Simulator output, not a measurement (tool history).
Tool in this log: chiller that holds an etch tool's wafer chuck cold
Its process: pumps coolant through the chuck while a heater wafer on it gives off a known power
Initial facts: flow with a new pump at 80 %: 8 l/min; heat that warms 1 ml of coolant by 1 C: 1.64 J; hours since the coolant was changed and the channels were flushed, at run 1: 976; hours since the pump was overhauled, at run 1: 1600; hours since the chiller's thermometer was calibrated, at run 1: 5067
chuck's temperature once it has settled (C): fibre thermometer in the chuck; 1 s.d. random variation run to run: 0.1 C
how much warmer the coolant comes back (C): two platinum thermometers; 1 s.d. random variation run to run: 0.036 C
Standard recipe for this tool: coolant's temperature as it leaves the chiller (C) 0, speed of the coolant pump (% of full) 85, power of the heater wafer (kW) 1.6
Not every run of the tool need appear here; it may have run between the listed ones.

run      day  coolant's temperature as it leaves the chiller (C)  speed of the coolant pump (% of full)  power of the heater wafer (kW)  hours since the coolant was changed and the channels were flushed  hours since the pump was overhauled  hours since the chiller's thermometer was calibrated  chuck's temperature once it has settled (C)  how much warmer the coolant comes back (C)
  1        0                                                   0                                     85                             1.6                                                                976                                 1600                                                  5067                                         13.9                                        7.02
  2      7.4                                                   0                                     85                           1.921                                                               1153                                 1778                                                  5245                                         17.1                                        8.49
  3   12.629                                                   0                                     94                             1.6                                                               1279                                 1903                                                  5370                                           13                                        6.41
  4   18.154                                                   0                                     94                             1.6                                                               1411                                 2036                                                  5503                                         12.9                                        6.38
  5   27.521                                                   0                                     94                             1.6                                                               1636                                 2261                                                  5727                                         13.2                                        6.36
      32.796  -- chiller's thermometer calibrated
  6   35.954                                                   0                                     94                             1.6                                                               1838                                 2462                                                    76                                           13                                         6.5
  7   45.433                                                   0                                     94                             1.6                                                               2065                                 2690                                                   303                                         13.1                                        6.44
  8   52.792                                                   0                                     85                           1.126                                                               2242                                 2866                                                   480                                           10                                        5.07
  9   61.729                                                   0                                     85                           1.126                                                               2456                                 3081                                                   694                                          9.9                                        5.09
      67.158  -- chiller's thermometer calibrated, once more
 10   71.483                                                   0                                     85                           1.246                                                               2689                                 3314                                                   104                                         11.5                                        5.63
 11   77.938                                                   0                                     85                           1.246                                                               2844                                 3469                                                   259                                         11.6                                        5.61
 12   86.546                                                   0                                     85                           1.246                                                               3051                                 3675                                                   465                                         11.6                                        5.65
 13     94.3                                                   0                                     85                           1.246                                                               3237                                 3861                                                   651                                         11.6                                        5.58
 14  102.592                                                   0                                     85                             1.6                                                               3436                                 4060                                                   850                                         14.9                                        7.22
 15  108.871                                                   0                                     85                           0.901                                                               3587                                 4211                                                  1001                                          8.3                                        4.06
 16   114.05                                                   0                                     97                             1.6                                                               3711                                 4335                                                  1125                                         13.5                                        6.44
 17  119.621                                                   0                                     97                             1.6                                                               3845                                 4469                                                  1259                                         13.6                                        6.49

Run 18 has not been measured yet. What should we expect?
 18  126.217                                                   0                                     97                             1.6                                                               4003                                 4627                                                  1417                                            ?                                           ?

{"run 18": {"chuck's temperature once it has settled (C)": 13.5, "how much warmer the coolant comes back (C)": 6.44}}
The same run, on a tool lacking any hidden state, would have yielded chuck's temperature once it has settled (C) 12.4, how much warmer the coolant comes back (C) 6.07.
